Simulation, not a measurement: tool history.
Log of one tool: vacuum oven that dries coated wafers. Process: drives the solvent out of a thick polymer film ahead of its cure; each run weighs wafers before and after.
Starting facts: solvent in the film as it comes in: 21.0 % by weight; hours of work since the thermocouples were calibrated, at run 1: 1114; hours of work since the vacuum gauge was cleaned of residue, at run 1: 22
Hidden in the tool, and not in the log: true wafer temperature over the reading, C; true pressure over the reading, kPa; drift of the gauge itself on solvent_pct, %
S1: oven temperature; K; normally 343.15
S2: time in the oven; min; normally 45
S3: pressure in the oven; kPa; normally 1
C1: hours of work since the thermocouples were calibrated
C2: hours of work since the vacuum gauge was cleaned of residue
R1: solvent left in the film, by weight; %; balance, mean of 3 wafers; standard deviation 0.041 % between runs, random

run   hour      S1  S2    S3    C1   C2    R1
  1      0  343.15  45     1  1114   22  4.41
  2    8.8  343.15  45  3.99  1118   27  5.69
  3   23.6  343.15  45  0.73  1125   34  4.23
  4   37.6  343.15  45     1  1133   41   4.3
  5   46.7  343.15  45     1  1137   46  4.38
  6   60.6  343.15  45  0.51  1144   53  4.14
  7   68.6  343.15  45  0.51  1148   57  4.15
  8   84.7  343.15  45     1  1156   65  4.39
  9    101  350.15  45     1  1164   73  2.15
 10  115.5  350.15  45     1  1171   80  2.06
 11    132  350.15  69     1  1180   88  0.89
 12  148.9  350.15  69     1  1188   97  0.93
     151.7  -- oven's thermocouples calibrated
 13    162  343.15  45  3.64     5  102  5.45
 14  172.4  343.15  45  3.64    10  107  5.44
 15  186.2  343.15  45     1    17  114  4.28
 16  196.9  343.15  45     1    23  120  4.29
 17  207.4  343.15  45     1    28  125  4.27
 18  217.3  337.15  45  0.95    33  130  6.69
 19  225.9  350.15  22     1    37  134  5.68
 20  239.2  343.15  74  1.61    44  141  2.29
     253.5  -- oven's thermocouples calibrated, once more
 21  257.5  343.15  74  1.61     2  149  2.87
 22  268.5  343.15  48  3.89     7  155  6.09
 23    283  338.15  45  0.66    15  162  7.08
 24  291.7  338.15  45  0.66    19  166  7.06
 25  301.8  330.15  63  1.84    24  171  9.21

Branching from run 25: 4 alternative next runs. What would each branch give?
  A  313.4  330.15  53  1.11  30  177   ?
  B  313.4  343.15  31  0.56  30  177   ?
  C  313.4  330.15  40  1.92  30  177   ?
  D  313.4  357.15  62  3.45  30  177   ?

run     R1
  A   9.79
  B   7.14
  C  11.57
  D   1.38
Without the tool's hidden state the same runs would have given:
run     R1
  A   9.67
  B   7.03
  C  11.46
  D   1.34

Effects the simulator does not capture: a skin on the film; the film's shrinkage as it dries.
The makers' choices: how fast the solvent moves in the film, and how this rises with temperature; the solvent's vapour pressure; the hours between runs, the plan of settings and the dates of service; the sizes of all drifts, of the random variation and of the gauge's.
